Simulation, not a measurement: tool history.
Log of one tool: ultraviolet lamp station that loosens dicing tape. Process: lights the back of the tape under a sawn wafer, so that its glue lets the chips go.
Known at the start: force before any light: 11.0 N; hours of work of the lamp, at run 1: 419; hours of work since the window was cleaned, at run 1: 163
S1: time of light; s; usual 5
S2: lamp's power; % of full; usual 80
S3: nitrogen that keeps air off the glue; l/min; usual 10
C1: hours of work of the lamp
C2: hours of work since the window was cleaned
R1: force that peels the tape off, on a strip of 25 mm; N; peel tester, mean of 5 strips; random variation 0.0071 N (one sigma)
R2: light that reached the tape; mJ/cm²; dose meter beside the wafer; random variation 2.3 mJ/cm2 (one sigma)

| run | hour | S1 | S2 | S3 | C1 | C2 | R1 | R2 |
|---|---|---|---|---|---|---|---|---|
| 1 | 0 | 5 | 80 | 10 | 419 | 163 | 0.389 | 199 |
| 2 | 13.7 | 5 | 80 | 10 | 427 | 171 | 0.378 | 193 |
| 3 | 33.1 | 5 | 80 | 10 | 437 | 182 | 0.384 | 201 |
| 4 | 66.3 | 5 | 80 | 10 | 456 | 200 | 0.417 | 193 |
| 5 | 96.1 | 5 | 80 | 10 | 472 | 216 | 0.395 | 191 |
| 6 | 115 | 5 | 92 | 10 | 482 | 226 | 0.284 | 223 |
| 7 | 142.6 | 5 | 80 | 10 | 498 | 242 | 0.426 | 191 |
| 8 | 172.7 | 8 | 80 | 10 | 514 | 258 | 0.141 | 299 |
| 9 | 190.5 | 5 | 80 | 10 | 524 | 268 | 0.436 | 191 |
| 10 | 211.1 | 5 | 80 | 10 | 535 | 279 | 0.463 | 187 |
| 11 | 229.7 | 5 | 80 | 10 | 545 | 289 | 0.437 | 186 |
| 12 | 256.3 | 5 | 80 | 10 | 560 | 304 | 0.469 | 184 |
| 13 | 287.5 | 5 | 80 | 3 | 577 | 321 | 1.127 | 188 |
| 14 | 304.1 | 5 | 80 | 3 | 586 | 330 | 1.155 | 181 |
| 15 | 324.9 | 5 | 80 | 10 | 598 | 342 | 0.485 | 181 |
| 16 | 348.9 | 7 | 80 | 10 | 611 | 355 | 0.198 | 253 |
| 17 | 367.2 | 5 | 87 | 3 | 621 | 365 | 0.963 | 197 |
| 18 | 381.2 | 5 | 95 | 4 | 628 | 373 | 0.63 | 214 |
| 19 | 401.6 | 5 | 95 | 4 | 640 | 384 | 0.648 | 212 |
| 20 | 427 | 3 | 90 | 14 | 654 | 398 | 1.116 | 118 |
| 21 | 442.4 | 3 | 90 | 14 | 662 | 406 | 1.15 | 119 |
| 22 | 475.4 | 3 | 90 | 14 | 680 | 424 | 1.151 | 116 |
| 23 | 501.8 | 2 | 61 | 8 | 695 | 439 | 4.271 | 52 |
| 24 | 534.9 | 2 | 94 | 9 | 713 | 457 | 2.722 | 81 |
| 25 | 549.2 | 2 | 94 | 9 | 721 | 465 | 2.744 | 82 |
| 26 | 575.7 | 5 | 86 | 8 | 735 | 479 | 0.572 | 180 |
| 27 | 605.8 | 5 | 86 | 8 | 752 | 496 | 0.572 | 183 |
| 28 | 623.7 | 3 | 86 | 8 | 761 | 506 | 1.795 | 105 |
| 29 | 651.6 | 3 | 86 | 8 | 777 | 521 | 1.811 | 105 |
| 30 | 666.7 | 9 | 62 | 4 | 785 | 529 | 0.52 | 225 |
| 31 | 695.9 | 9 | 62 | 4 | 801 | 545 | 0.543 | 230 |

5 ways to go on from here, each from the tool as it stands after run 31. What would each give?
| A | 713.7 | 8 | 62 | 4 | 811 | 555 | ? | ? |
| B | 713.7 | 3 | 62 | 3 | 811 | 555 | ? | ? |
| C | 713.7 | 2 | 66 | 10 | 811 | 555 | ? | ? |
| D | 713.7 | 4 | 62 | 7 | 811 | 555 | ? | ? |
| E | 713.7 | 9 | 63 | 19 | 811 | 555 | ? | ? |

| run | R1 | R2 |
|---|---|---|
| A | 0.722 | 201 |
| B | 4.293 | 80 |
| C | 4.075 | 51 |
| D | 2.094 | 103 |
| E | 0.179 | 234 |
Without the tool's hidden state the same runs would have given:
| run | R1 | R2 |
|---|---|---|
| A | 0.287 | 285 |
| B | 2.892 | 111 |
| C | 2.732 | 74 |
| D | 1.087 | 144 |
| E | 0.106 | 331 |

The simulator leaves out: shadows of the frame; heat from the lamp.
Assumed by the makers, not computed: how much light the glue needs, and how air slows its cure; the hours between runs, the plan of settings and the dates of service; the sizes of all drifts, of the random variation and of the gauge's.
